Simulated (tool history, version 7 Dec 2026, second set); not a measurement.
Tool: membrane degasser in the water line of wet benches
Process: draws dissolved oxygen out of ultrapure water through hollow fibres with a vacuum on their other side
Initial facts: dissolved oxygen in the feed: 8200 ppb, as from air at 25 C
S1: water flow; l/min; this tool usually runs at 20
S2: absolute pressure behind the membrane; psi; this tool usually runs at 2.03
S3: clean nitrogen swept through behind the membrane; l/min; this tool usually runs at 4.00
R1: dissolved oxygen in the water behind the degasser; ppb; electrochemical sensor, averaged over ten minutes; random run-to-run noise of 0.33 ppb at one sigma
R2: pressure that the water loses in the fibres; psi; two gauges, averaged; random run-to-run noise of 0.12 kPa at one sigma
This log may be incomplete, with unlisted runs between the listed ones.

run,hour,S1,S2,S3,R1,R2
1,0.0,20,2.03,4.00,140.0,6.293
2,151.6,20,2.03,4.00,140.3,6.282
3,264.4,20,2.03,4.00,140.6,6.312
4,439.6,20,2.03,4.00,140.2,6.300
5,614.9,20,2.03,2.15,244.6,6.325
6,801.7,20,2.03,2.15,245.0,6.316
7,1024.2,20,2.03,2.15,245.8,6.328
8,1133.4,20,2.03,2.15,245.3,6.335
9,1314.8,20,2.03,2.15,246.1,6.322
10,1432.7,20,2.03,5.30,110.0,6.348
11,1591.4,15,2.03,5.30,80.6,4.746
12,1730.9,15,2.03,5.30,80.2,4.760
# hour 1743.0: vacuum gauge calibrated
13,1966.7,20,2.03,3.90,145.5,6.338
14,2135.0,20,2.03,4.00,142.5,6.385
15,2303.0,20,2.03,4.00,142.5,6.373
# hour 2335.2: vacuum gauge calibrated, once more
16,2455.9,20,3.68,4.00,278.4,6.402
17,2631.6,24,3.68,5.78,241.2,7.638
18,2882.5,24,3.68,5.78,241.0,7.642
19,3080.6,19,1.29,4.00,74.5,6.055
# hour 3134.2: seals of the vacuum lines changed
20,3263.8,19,1.29,4.00,73.4,6.052
21,3475.8,20,3.51,11.90,96.5,6.376
22,3654.5,28,4.68,1.88,919.9,8.998
23,3794.6,28,1.75,3.20,209.3,8.968
24,3989.4,26,2.47,4.00,234.5,8.328
25,4151.0,15,3.06,8.34,83.3,4.788
26,4303.7,31,2.03,3.19,280.7,9.974
27,4412.5,31,2.03,3.19,280.7,9.977
28,4648.1,31,2.73,11.05,146.3,9.986
29,4888.7,16,2.03,6.63,69.1,5.127
30,5091.6,28,1.29,6.51,90.0,9.020
31,5256.3,28,1.29,6.51,90.0,9.061
32,5425.9,28,1.29,6.51,90.5,8.985

Results per run with the tool's hidden condition removed, run-to-run variation unchanged:
The hidden state here: membrane still open, %; true pressure behind the membrane over the reading, kPa; air that leaks in behind the membrane, l/min; drift of the gauge itself on oxygen_ppb, %; drift of the gauge itself on loss_of_pressure_kpa, %.
run,R1,R2
1,136.7,6.126
2,136.8,6.112
3,136.9,6.138
4,136.4,6.123
5,239.2,6.141
6,239.3,6.129
7,239.8,6.135
8,239.1,6.139
9,239.5,6.121
10,105.7,6.144
11,77.4,4.590
12,76.9,4.601
13,139.6,6.119
14,136.6,6.161
15,136.4,6.145
16,270.3,6.171
17,233.1,7.353
18,232.6,7.349
19,70.9,5.819
20,71.6,5.812
21,94.1,6.116
22,913.5,8.625
23,202.9,8.592
24,228.6,7.971
25,81.7,4.577
26,271.7,9.536
27,271.5,9.533
28,136.9,9.533
29,67.0,4.889
30,82.3,8.596
31,82.0,8.627
32,82.3,8.547
